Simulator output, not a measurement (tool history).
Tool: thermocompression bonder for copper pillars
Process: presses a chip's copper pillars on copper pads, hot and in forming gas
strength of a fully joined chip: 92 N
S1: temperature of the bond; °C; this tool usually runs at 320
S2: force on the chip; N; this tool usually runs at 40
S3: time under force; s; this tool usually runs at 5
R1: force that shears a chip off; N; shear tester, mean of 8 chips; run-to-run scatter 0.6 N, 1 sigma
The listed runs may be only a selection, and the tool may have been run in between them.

run	hour	S1	S2	S3	R1
1	0	320	40	5	29.5
2	49.4	320	40	5	30
3	130.7	320	40	5	31.9
4	174.5	299	40	5	25
5	247	299	40	5	23.9
6	285.7	320	40	5	30.2
7	361	320	40	5	29.8
8	440.7	320	40	5	27.8
9	477.1	320	40	5	29
10	524.1	327	40	5	33.6
11	601.8	320	45	5	33.5
12	643.5	320	39	5	28.6
13	714.5	320	40	10	39.5
14	749.4	309	40	10	33.1
15	829.8	309	40	10	32.8
16	890.8	309	40	10	30.5
17	951	317	40	5	28.6
18	1006.2	320	50	5	32.6
19	1063.6	320	50	5	36.3
20	1113.9	320	50	5	35.9
21	1187.1	320	50	7	39.6
22	1263.1	302	36	5	22.2
23	1330.3	302	36	5	24.2
24	1401.8	336	55	13	61
25	1482.4	339	40	5	38.5
26	1552.9	339	40	5	37.1
27	1624.5	339	40	5	35.9
28	1668.3	319	40	6	30.4
29	1728.8	319	40	6	33.1
30	1795.4	332	40	3	29.1
31	1833.2	314	42	7	33.7
32	1877.5	343	30	5	33.4
33	1957.7	320	40	3	23.2
34	2002.6	320	40	3	23.2
35	2047.1	320	40	3	22.4
36	2081.5	313	27	11	27.6
37	2156.5	298	48	3	20.1
38	2224.7	298	48	3	21.9
39	2285.1	298	53	8	33.7

Withheld: 8 entries from between the runs. Position of each, and hidden state at the listed run before versus the listed run after:
Logged between run 2 and run 3: forming gas filter changed (hour 127.7)
  true temperature of the bond over the reading, C: -2.4 -> -2.8; force that reaches the chip, % of what is set: 99.7 -> 99.6; oxide that the forming gas leaves, % of the face: 9.76 -> 0.65
  the result without the hidden state subtracted from the measured one, R1: -4.1 -> -1.3 N
Logged between run 9 and run 10: forming gas filter changed (hour 517.7)
  true temperature of the bond over the reading, C: -5 -> -5.2; force that reaches the chip, % of what is set: 99.1 -> 99; oxide that the forming gas leaves, % of the face: 9.65 -> 0.76
  the result without the hidden state subtracted from the measured one, R1: -5 -> -2.4 N
Logged between run 16 and run 17: forming gas filter changed (hour 912)
  true temperature of the bond over the reading, C: -7.5 -> -7.9; force that reaches the chip, % of what is set: 98.5 -> 98.4; oxide that the forming gas leaves, % of the face: 10.12 -> 1.63
  the result without the hidden state subtracted from the measured one, R1: -7.1 -> -3.7 N
Logged between run 18 and run 19: heater calibrated with a thermocouple chip (hour 1015.4)
  true temperature of the bond over the reading, C: -8.3 -> -0.8; force that reaches the chip, % of what is set: 98.4 -> 98.3; oxide that the forming gas leaves, % of the face: 3.02 -> 4.55
  the result without the hidden state subtracted from the measured one, R1: -4.9 -> -2.3 N
Logged between run 22 and run 23: forming gas filter changed (hour 1303.4)
  true temperature of the bond over the reading, C: -2 -> -2.4; force that reaches the chip, % of what is set: 98 -> 97.9; oxide that the forming gas leaves, % of the face: 9.63 -> 1.31
  the result without the hidden state subtracted from the measured one, R1: -3.3 -> -1.4 N
Logged between run 28 and run 29: forming gas filter changed (hour 1693.9)
  true temperature of the bond over the reading, C: -4.5 -> -4.9; force that reaches the chip, % of what is set: 97.5 -> 97.4; oxide that the forming gas leaves, % of the face: 9.97 -> 1.44
  the result without the hidden state subtracted from the measured one, R1: -5.7 -> -3 N
Logged between run 36 and run 37: forming gas filter changed (hour 2086.4)
  true temperature of the bond over the reading, C: -7 -> -7.5; force that reaches the chip, % of what is set: 96.9 -> 96.8; oxide that the forming gas leaves, % of the face: 10.65 -> 2.27
  the result without the hidden state subtracted from the measured one, R1: -6.6 -> -3.2 N
Logged between run 37 and run 38: heater calibrated with a thermocouple chip (hour 2179.6)
  true temperature of the bond over the reading, C: -7.5 -> -0.1; force that reaches the chip, % of what is set: 96.8 -> 96.7; oxide that the forming gas leaves, % of the face: 2.27 -> 4.09
  the result without the hidden state subtracted from the measured one, R1: -3.2 -> -1.4 N
